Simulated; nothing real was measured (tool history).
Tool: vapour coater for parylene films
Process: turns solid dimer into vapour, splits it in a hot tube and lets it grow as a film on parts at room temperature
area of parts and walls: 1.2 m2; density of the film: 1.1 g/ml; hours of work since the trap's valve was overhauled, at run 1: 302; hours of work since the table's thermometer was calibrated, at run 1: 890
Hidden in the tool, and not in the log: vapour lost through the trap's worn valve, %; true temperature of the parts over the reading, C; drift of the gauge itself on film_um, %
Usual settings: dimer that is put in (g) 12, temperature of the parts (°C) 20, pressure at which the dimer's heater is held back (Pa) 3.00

| run | hour | dimer that is put in (g) | temperature of the parts (°C) | pressure at which the dimer's heater is held back (Pa) | hours of work since the trap's valve was overhauled | hours of work since the table's thermometer was calibrated | thickness of the film (um) |
|---|---|---|---|---|---|---|---|
| 1 | 0.0 | 12 | 20 | 3.00 | 302 | 890 | 7.16 |
| 2 | 19.1 | 12 | 20 | 3.00 | 317 | 904 | 7.16 |
| 3 | 52.2 | 12 | 20 | 3.00 | 342 | 929 | 7.06 |
| 4 | 98.4 | 12 | 20 | 3.00 | 377 | 964 | 7.05 |
| 5 | 125.5 | 12 | 20 | 8.16 | 397 | 985 | 6.09 |
| 6 | 169.0 | 12 | 20 | 8.16 | 430 | 1018 | 6.05 |
|  | 178.8 | trap's valve overhauled |
| 7 | 194.2 | 12 | 20 | 3.87 | 12 | 1034 | 6.89 |
| 8 | 240.1 | 12 | 20 | 3.00 | 47 | 1069 | 7.20 |
| 9 | 270.7 | 12 | 20 | 3.00 | 70 | 1092 | 7.20 |
| 10 | 312.3 | 12 | 20 | 3.00 | 101 | 1123 | 7.15 |
| 11 | 347.0 | 18 | 20 | 3.00 | 128 | 1150 | 10.70 |
| 12 | 381.9 | 18 | 20 | 3.00 | 154 | 1176 | 10.56 |
| 13 | 403.7 | 18 | 20 | 3.00 | 171 | 1193 | 10.48 |
| 14 | 439.5 | 12 | 20 | 8.63 | 198 | 1220 | 6.06 |
| 15 | 473.0 | 12 | 20 | 8.63 | 223 | 1245 | 6.09 |
| 16 | 492.4 | 12 | 20 | 8.63 | 238 | 1260 | 6.12 |
| 17 | 520.1 | 13 | 20 | 3.00 | 259 | 1281 | 7.57 |
|  | 528.9 | table's thermometer calibrated |
| 18 | 560.7 | 12 | 20 | 2.57 | 289 | 24 | 7.40 |
| 19 | 602.0 | 10 | 20 | 3.00 | 320 | 55 | 5.97 |
| 20 | 644.6 | 10 | 20 | 3.00 | 352 | 88 | 6.06 |
| 21 | 682.9 | 12 | 20 | 4.30 | 382 | 117 | 6.85 |
| 22 | 722.3 | 12 | 20 | 3.00 | 411 | 147 | 7.14 |
|  | 757.1 | trap's valve overhauled |
| 23 | 757.1 | 12 | 20 | 3.00 | 0 | 170 | 7.22 |
| 24 | 794.2 | 12 | 20 | 3.00 | 28 | 198 | 7.19 |
| 25 | 836.0 | 12 | 20 | 3.00 | 60 | 230 | 7.25 |
| 26 | 876.3 | 6 | 21 | 11.23 | 90 | 260 | 2.79 |
| 27 | 895.6 | 6 | 13 | 2.44 | 105 | 275 | 4.40 |
| 28 | 928.2 | 6 | 13 | 2.44 | 130 | 300 | 4.45 |
| 29 | 971.9 | 6 | 13 | 2.44 | 163 | 333 | 4.44 |
| 30 | 1006.7 | 11 | 20 | 3.64 | 189 | 359 | 6.40 |
| 31 | 1053.3 | 11 | 20 | 3.64 | 225 | 395 | 6.43 |
| 32 | 1093.3 | 11 | 22 | 3.64 | 255 | 425 | 5.79 |
| 33 | 1137.8 | 8 | 16 | 10.08 | 289 | 459 | 4.79 |
| 34 | 1182.6 | 12 | 22 | 2.22 | 323 | 493 | 6.81 |
| 35 | 1223.8 | 12 | 22 | 2.22 | 354 | 524 | 6.92 |
| 36 | 1270.7 | 14 | 13 | 3.00 | 389 | 559 | 10.36 |
| 37 | 1313.1 | 14 | 13 | 3.00 | 422 | 592 | 10.39 |
|  | 1335.3 | trap's valve overhauled |
| 38 | 1358.8 | 14 | 19 | 4.42 | 18 | 623 | 8.24 |
| 39 | 1380.1 | 7 | 19 | 2.14 | 34 | 639 | 4.58 |
| 40 | 1427.1 | 8 | 20 | 6.98 | 70 | 675 | 4.18 |
| 41 | 1467.0 | 12 | 15 | 7.70 | 100 | 705 | 7.69 |
| 42 | 1492.1 | 6 | 15 | 7.70 | 119 | 724 | 3.94 |
| 43 | 1527.9 | 6 | 22 | 7.70 | 146 | 751 | 2.81 |
| 44 | 1567.7 | 12 | 22 | 7.22 | 176 | 782 | 5.78 |
| 45 | 1595.2 | 11 | 32 | 3.00 | 197 | 802 | 3.87 |
| 46 | 1628.2 | 12 | 20 | 2.80 | 222 | 827 | 7.29 |
| 47 | 1671.5 | 8 | 20 | 3.62 | 255 | 860 | 4.65 |

How the hidden state differs across the entries between the runs, from the last listed run before each to the first after it:
Between runs 6 and 7: trap's valve overhauled (hour 178.8)
  vapour lost through the trap's worn valve, %: 0.6 -> 0
  measured less the result without the state, thickness of the film (um): -0.05 -> -0.03
Between runs 17 and 18: table's thermometer calibrated (hour 528.9)
  vapour lost through the trap's worn valve, %: 0.3 -> 0.4; true temperature of the parts over the reading, C: 0.09 -> 0.01
  measured less the result without the state, thickness of the film (um): -0.06 -> -0.03
Between runs 22 and 23: trap's valve overhauled (hour 757.1)
  vapour lost through the trap's worn valve, %: 0.5 -> 0
  measured less the result without the state, thickness of the film (um): -0.04 -> +0.00
Between runs 37 and 38: trap's valve overhauled (hour 1335.3)
  vapour lost through the trap's worn valve, %: 0.5 -> 0; true temperature of the parts over the reading, C: 0.04 -> 0.05
  measured less the result without the state, thickness of the film (um): -0.05 -> -0.02
